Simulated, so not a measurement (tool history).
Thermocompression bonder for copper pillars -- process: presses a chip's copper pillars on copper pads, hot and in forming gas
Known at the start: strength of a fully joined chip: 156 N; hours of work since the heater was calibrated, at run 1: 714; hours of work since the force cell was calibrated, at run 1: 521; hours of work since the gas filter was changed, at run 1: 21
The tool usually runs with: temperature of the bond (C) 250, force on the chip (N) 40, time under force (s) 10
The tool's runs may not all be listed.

run,day,temperature of the bond (C),force on the chip (N),time under force (s),hours of work since the heater was calibrated,hours of work since the force cell was calibrated,hours of work since the gas filter was changed,force that shears a chip off (N)
1,0.000,250,40,10,714,521,21,96.6
2,1.025,250,40,10,734,540,41,99.5
3,1.721,250,40,10,747,554,54,98.6
4,2.196,250,40,10,756,562,63,98.9
5,2.796,250,40,10,767,574,74,98.2
6,3.879,250,40,10,788,594,95,98.8
7,4.671,250,40,10,803,609,110,98.7
8,5.783,250,40,10,824,630,131,98.2
9,6.771,250,40,10,843,649,150,99.1
10,7.346,250,40,10,853,660,160,98.0
11,7.958,250,40,10,865,672,172,98.7
12,8.733,250,40,20,880,686,187,118.1
13,9.800,246,39,10,900,707,207,91.0
# day 10.412: forming gas filter changed
14,10.450,271,39,20,912,718,1,139.1
# day 10.988: heater calibrated with a thermocouple chip
15,11.117,258,42,10,2,729,12,110.8
16,12.038,250,51,8,20,747,29,101.6
17,12.775,250,45,10,34,761,43,102.8
18,13.550,250,45,10,49,776,58,105.2
19,14.383,250,45,10,64,791,74,103.7
20,14.996,250,53,7,76,803,85,98.3
21,15.808,222,44,9,91,818,101,61.6
22,16.688,222,37,14,108,835,117,67.3
23,17.454,222,37,14,122,849,132,67.4
24,18.471,279,45,11,142,869,151,136.8

Predict each of these 3 candidate next runs independently; none follows another, all start after run 24:
A,19.262,259,45,11,157,884,166,?
B,19.262,279,55,6,157,884,166,?
C,19.262,271,52,14,157,884,166,?

run,force that shears a chip off (N)
A,116.5
B,128.5
C,139.4
With no hidden state in the tool, these same runs would have given:
run,force that shears a chip off (N)
A,117.0
B,129.0
C,139.9
